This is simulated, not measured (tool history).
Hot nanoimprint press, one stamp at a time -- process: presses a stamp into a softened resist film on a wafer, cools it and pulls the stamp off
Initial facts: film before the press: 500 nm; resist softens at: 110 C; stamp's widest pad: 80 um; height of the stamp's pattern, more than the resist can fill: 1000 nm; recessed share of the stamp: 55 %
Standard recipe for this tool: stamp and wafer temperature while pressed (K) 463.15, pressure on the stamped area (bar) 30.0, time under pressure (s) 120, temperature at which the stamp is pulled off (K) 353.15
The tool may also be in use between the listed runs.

run	hour	stamp and wafer temperature while pressed (K)	pressure on the stamped area (bar)	time under pressure (s)	temperature at which the stamp is pulled off (K)	resist left under the stamp's widest pad (angstrom)	greatest force while the stamp is pulled off (N)
1	0.0	463.15	30.0	120	353.15	2870	138
2	9.1	463.15	30.0	184	353.15	2450	138
3	19.6	463.15	30.0	184	353.15	2464	135
# hour 30.1: stamp cleaned and given a new release coat
4	34.3	463.15	30.0	184	353.15	2457	140
5	44.4	463.15	30.0	184	353.15	2457	138
6	50.7	463.15	30.0	184	353.15	2440	137
7	61.8	458.15	30.0	120	353.15	3328	137
8	69.3	458.15	30.0	120	353.15	3328	137
9	77.4	458.15	30.0	120	353.15	3330	139
10	82.1	463.15	27.8	120	353.15	2922	132
11	93.4	463.15	27.8	120	353.15	2920	142
12	101.4	463.15	27.8	120	353.15	2907	138
13	110.1	456.15	29.4	79	345.15	3875	162
14	118.8	459.15	20.4	190	345.15	3152	162
15	125.1	459.15	36.6	190	339.15	2576	184
16	135.8	459.15	36.6	190	339.15	2581	183
17	142.5	459.15	36.6	190	339.15	2586	180

Expected results for the next run?
18	147.8	459.15	36.6	190	339.15	?	?

resist left under the stamp's widest pad (angstrom): 2576
greatest force while the stamp is pulled off (N): 185
On a tool with no hidden condition, and with the same random variation, this run would have come out at resist left under the stamp's widest pad (angstrom) 2617, greatest force while the stamp is pulled off (N) 184.

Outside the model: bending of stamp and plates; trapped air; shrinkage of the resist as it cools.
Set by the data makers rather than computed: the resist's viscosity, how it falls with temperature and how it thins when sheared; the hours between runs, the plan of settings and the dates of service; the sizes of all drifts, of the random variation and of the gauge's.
